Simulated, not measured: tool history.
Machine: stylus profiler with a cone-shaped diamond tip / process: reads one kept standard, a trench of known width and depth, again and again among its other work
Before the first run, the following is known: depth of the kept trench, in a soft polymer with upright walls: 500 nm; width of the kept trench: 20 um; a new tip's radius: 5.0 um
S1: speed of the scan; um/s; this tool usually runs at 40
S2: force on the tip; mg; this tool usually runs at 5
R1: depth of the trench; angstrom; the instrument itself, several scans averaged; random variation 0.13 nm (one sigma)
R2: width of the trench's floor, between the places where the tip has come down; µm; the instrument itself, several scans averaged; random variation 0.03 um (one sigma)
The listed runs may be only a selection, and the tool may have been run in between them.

run 1 hour=0 | S1=40 S2=5 | R1=5127.5 R2=15.61
run 2 hour=113 | S1=40 S2=5 | R1=5129.3 R2=15.61
run 3 hour=221 | S1=15 S2=5 | R1=5129.2 R2=15.55
-- hour=249 new tip fitted, height scale calibrated
run 4 hour=314.4 | S1=40 S2=5 | R1=5129.6 R2=15.61
run 5 hour=404.2 | S1=40 S2=5 | R1=5127.8 R2=15.53
run 6 hour=501.5 | S1=40 S2=6.04 | R1=5148 R2=15.61
run 7 hour=600.5 | S1=10 S2=6.04 | R1=5145.9 R2=15.56
run 8 hour=665.8 | S1=10 S2=6.04 | R1=5148.1 R2=15.55
run 9 hour=731.4 | S1=10 S2=6.04 | R1=5145.1 R2=15.61
run 10 hour=841.9 | S1=11 S2=5 | R1=5129.7 R2=15.64
run 11 hour=937.7 | S1=11 S2=5 | R1=5128.1 R2=15.58
run 12 hour=1001.8 | S1=40 S2=5 | R1=5126.4 R2=15.55
run 13 hour=1121.8 | S1=95 S2=5 | R1=5128.1 R2=15.57
run 14 hour=1241.5 | S1=40 S2=2.52 | R1=5081.3 R2=15.54
run 15 hour=1351.6 | S1=40 S2=2.52 | R1=5081.5 R2=15.5
run 16 hour=1443.6 | S1=40 S2=2.52 | R1=5080.7 R2=15.59
run 17 hour=1498 | S1=40 S2=2.52 | R1=5082.9 R2=15.56
run 18 hour=1594.5 | S1=40 S2=2.52 | R1=5080.1 R2=15.54
run 19 hour=1654 | S1=40 S2=5 | R1=5129.9 R2=15.63
run 20 hour=1773.1 | S1=40 S2=5 | R1=5128.9 R2=15.56
-- hour=1854.4 height scale calibrated on a step standard
run 21 hour=1884.4 | S1=40 S2=5 | R1=5126.2 R2=15.51
run 22 hour=1985.5 | S1=47 S2=3.79 | R1=5108.3 R2=15.52
run 23 hour=2095.3 | S1=61 S2=12.78 | R1=5240.9 R2=15.61
run 24 hour=2149.8 | S1=125 S2=4.13 | R1=5113 R2=15.46
run 25 hour=2220.6 | S1=125 S2=4.13 | R1=5112.3 R2=15.51
run 26 hour=2303.7 | S1=100 S2=3.41 | R1=5098.9 R2=15.51
-- hour=2331.8 new tip fitted, height scale calibrated
run 27 hour=2398.3 | S1=135 S2=4.41 | R1=5119.6 R2=15.46
run 28 hour=2470.7 | S1=88 S2=10.77 | R1=5215.7 R2=15.54
run 29 hour=2572.2 | S1=150 S2=2.1 | R1=5071.4 R2=15.33
run 30 hour=2656.8 | S1=150 S2=2.1 | R1=5072.7 R2=15.36
run 31 hour=2711.5 | S1=51 S2=7.44 | R1=5166.2 R2=15.59
run 32 hour=2787.7 | S1=19 S2=3.72 | R1=5106.5 R2=15.64
run 33 hour=2838.5 | S1=12 S2=2.64 | R1=5084.1 R2=15.61
run 34 hour=2939.1 | S1=12 S2=2.35 | R1=5080.4 R2=15.58
run 35 hour=2994.8 | S1=65 S2=7.19 | R1=5162.9 R2=15.58
run 36 hour=3085.3 | S1=23 S2=7.36 | R1=5165.7 R2=15.6
run 37 hour=3170.9 | S1=14 S2=11.67 | R1=5227.9 R2=15.62
run 38 hour=3230.9 | S1=14 S2=11.67 | R1=5226.5 R2=15.6
run 39 hour=3344.6 | S1=11 S2=6.35 | R1=5152.7 R2=15.64
run 40 hour=3393.6 | S1=11 S2=6.35 | R1=5151.9 R2=15.65
run 41 hour=3471.7 | S1=35 S2=11.37 | R1=5225.4 R2=15.55

Consider 3 possible next runs. They are alternatives, not a sequence: every one starts from the tool as it was left by run 41. What does each give?
run A hour=3540 | S1=54 S2=2.91 | R1=? R2=?
run B hour=3540 | S1=40 S2=7.42 | R1=? R2=?
run C hour=3540 | S1=54 S2=5 | R1=? R2=?

run=A R1=5089.9 R2=15.53
run=B R1=5165.9 R2=15.63
run=C R1=5128.5 R2=15.58
Take away the tool's hidden state, keep each run's random variation, and the runs would have read:
run=A R1=5090 R2=15.54
run=B R1=5166 R2=15.65
run=C R1=5128.5 R2=15.59
